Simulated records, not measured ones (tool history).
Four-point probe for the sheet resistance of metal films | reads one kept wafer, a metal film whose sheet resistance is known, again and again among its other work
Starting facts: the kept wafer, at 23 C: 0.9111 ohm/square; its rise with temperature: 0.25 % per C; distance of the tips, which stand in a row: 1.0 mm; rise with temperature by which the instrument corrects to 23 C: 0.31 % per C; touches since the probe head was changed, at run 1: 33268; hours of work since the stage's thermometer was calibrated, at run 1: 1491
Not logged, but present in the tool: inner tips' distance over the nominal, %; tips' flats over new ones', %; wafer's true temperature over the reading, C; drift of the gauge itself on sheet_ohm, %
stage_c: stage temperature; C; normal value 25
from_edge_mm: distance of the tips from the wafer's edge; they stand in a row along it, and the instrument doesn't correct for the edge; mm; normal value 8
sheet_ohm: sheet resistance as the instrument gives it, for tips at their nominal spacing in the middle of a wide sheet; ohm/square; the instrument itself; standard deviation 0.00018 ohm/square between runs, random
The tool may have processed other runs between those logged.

run   hour  stage_c  from_edge_mm  touches since the probe head was changed  hours of work since the stage's thermometer was calibrated  sheet_ohm
  1      0       25             8                                     33268                                                        1491   0.918801
  2   23.3       25             8                                     34223                                                        1509   0.919245
  3   42.8       25             4                                     35023                                                        1525   0.940829
  4   63.2       25             4                                     35857                                                        1541   0.941111
  5   86.2       25             4                                     36800                                                        1560   0.941164
  6     98       25             4                                     37285                                                        1569   0.941477
  7  117.1       25             4                                     38070                                                        1585   0.941029
  8  132.3       25             8                                     38691                                                        1597   0.919432
  9    145       25             8                                     39211                                                        1607   0.919095
 10  155.4       25            14                                     39636                                                        1615   0.914132
 11  176.7       25            14                                     40509                                                        1632   0.914237
 12  196.1       25            14                                     41306                                                        1648   0.914277
 13  209.7       25            28                                     41864                                                        1659   0.912556
 14  224.4       25             8                                     42466                                                        1670   0.919468
 15  244.7       25             8                                     43299                                                        1687    0.91975
 16  254.5       20             8                                     43701                                                        1694   0.922108
 17  274.7       20             8                                     44529                                                        1711   0.922297
 18  287.8       32            47                                     45065                                                        1721    0.90856
 19  306.6       28            47                                     45835                                                        1736   0.910762
 20  326.5       28            47                                     46651                                                        1752   0.910634
 21  338.7       31            20                                     47150                                                        1762   0.910042
 22  351.2       31            20                                     47662                                                        1772    0.91037
 23  372.6       30             9                                     48542                                                        1789   0.916086
 24  390.7       30            53                                     49285                                                        1803   0.910116
 25  402.1       30            53                                     49751                                                        1812   0.910009
 26  422.5       30            53                                     50585                                                        1829   0.909949
 27  440.6       20            62                                     51326                                                        1843   0.915094
 28  463.8       26             8                                     52280                                                        1862   0.919356
 29  476.6       26             8                                     52802                                                        1872    0.91962
 30  493.1       25            23                                     53481                                                        1885   0.913579
 31  512.8       33            10                                     54287                                                        1901   0.913571
 32  529.6       33            10                                     54978                                                        1914   0.913478

Selected run-to-run steps in sheet_ohm, each split into two signed amounts: the part the tool would show with no hidden state at all (from settings, incoming material and random variation), and the remainder, which goes to the hidden state together with any gauge scatter not common to the measured and the hidden-state-free results:
Run 2 -> 3: from_edge_mm 8 -> 4. sheet_ohm +0.021584 ohm/square: hidden state +0.00008, all else +0.021504.
Run 7 -> 8: from_edge_mm 4 -> 8. sheet_ohm -0.021597 ohm/square: hidden state +0.000001, all else -0.021598.
Run 17 -> 18: stage_c 20 -> 32, from_edge_mm 8 -> 47. sheet_ohm -0.013737 ohm/square: hidden state -0.000028, all else -0.013709.
Run 22 -> 23: stage_c 31 -> 30, from_edge_mm 20 -> 9. sheet_ohm +0.005716 ohm/square: hidden state +0.000068, all else +0.005648.
Run 26 -> 27: stage_c 30 -> 20, from_edge_mm 53 -> 62. sheet_ohm +0.005145 ohm/square: hidden state +0.000083, all else +0.005062.
